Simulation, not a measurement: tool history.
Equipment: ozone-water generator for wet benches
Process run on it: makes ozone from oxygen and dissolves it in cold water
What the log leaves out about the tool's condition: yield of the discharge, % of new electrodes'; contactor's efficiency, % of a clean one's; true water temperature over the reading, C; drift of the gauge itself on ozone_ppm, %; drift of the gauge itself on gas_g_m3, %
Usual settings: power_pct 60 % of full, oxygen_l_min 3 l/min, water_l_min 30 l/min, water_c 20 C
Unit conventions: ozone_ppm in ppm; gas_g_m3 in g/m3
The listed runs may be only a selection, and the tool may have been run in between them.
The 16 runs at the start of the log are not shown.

| run | hour | power_pct | oxygen_l_min | water_l_min | water_c | hours of work since the electrodes were changed | hours of work since the contactor was cleaned | hours of work since the thermometer was calibrated | ozone_ppm | gas_g_m3 |
|---|---|---|---|---|---|---|---|---|---|---|
| 17 | 401.9 | 60 | 1.8 | 30 | 16 | 685 | 467 | 3917 | 12.1 | 327.9 |
| 18 | 438.1 | 60 | 1.8 | 30 | 16 | 708 | 490 | 3941 | 12.3 | 324.5 |
| 19 | 459.5 | 60 | 1.8 | 30 | 16 | 722 | 504 | 3955 | 12.1 | 323.9 |
| 20 | 486.4 | 60 | 1.8 | 30 | 16 | 739 | 522 | 3972 | 12 | 324.9 |
| 21 | 516.2 | 60 | 1.8 | 30 | 16 | 759 | 541 | 3991 | 12.4 | 324.6 |
| 22 | 535.7 | 60 | 1.8 | 30 | 16 | 771 | 553 | 4004 | 12.4 | 326.1 |
|  | 538.6 | water thermometer calibrated |
| 23 | 572.6 | 58 | 2.52 | 39 | 16 | 795 | 577 | 22 | 9.9 | 257.8 |
| 24 | 604.3 | 64 | 4.22 | 26 | 16 | 815 | 597 | 42 | 16.8 | 206.6 |
| 25 | 622.7 | 64 | 4.22 | 26 | 16 | 827 | 609 | 54 | 16.8 | 200.8 |
|  | 632.8 | water thermometer calibrated, once more |
| 26 | 658.7 | 60 | 3 | 19 | 18 | 850 | 632 | 17 | 20.5 | 240.6 |
| 27 | 674.9 | 72 | 1.63 | 30 | 20 | 860 | 643 | 27 | 12.8 | 374.8 |
| 28 | 711.4 | 65 | 3 | 47 | 20 | 884 | 666 | 51 | 8.6 | 249.2 |
| 29 | 738.9 | 65 | 3 | 47 | 20 | 902 | 684 | 68 | 8.5 | 247.9 |
| 30 | 773.1 | 65 | 3 | 47 | 20 | 924 | 706 | 90 | 8.6 | 249.1 |
| 31 | 801.6 | 43 | 3 | 38 | 18 | 942 | 724 | 109 | 8.8 | 199 |
| 32 | 834.5 | 52 | 3 | 22 | 18 | 963 | 745 | 130 | 16.5 | 219.9 |

Here are 4 independent what-if runs from the current tool condition. What would each one return?
| A | 864.2 | 54 | 3 | 29 | 20 | 982 | 765 | 149 | ? | ? |
| B | 864.2 | 61 | 4.77 | 30 | 19 | 982 | 765 | 149 | ? | ? |
| C | 864.2 | 52 | 3 | 22 | 12 | 982 | 765 | 149 | ? | ? |
| D | 864.2 | 60 | 1.99 | 39 | 20 | 982 | 765 | 149 | ? | ? |

| run | ozone_ppm | gas_g_m3 |
|---|---|---|
| A | 12.8 | 225 |
| B | 14.1 | 180.8 |
| C | 17.7 | 221.5 |
| D | 9.1 | 305.1 |
Had the tool no hidden state, the same runs would have come out as:
| run | ozone_ppm | gas_g_m3 |
|---|---|---|
| A | 13.1 | 227.2 |
| B | 14.5 | 182.7 |
| C | 18.1 | 223.6 |
| D | 9.3 | 308.3 |
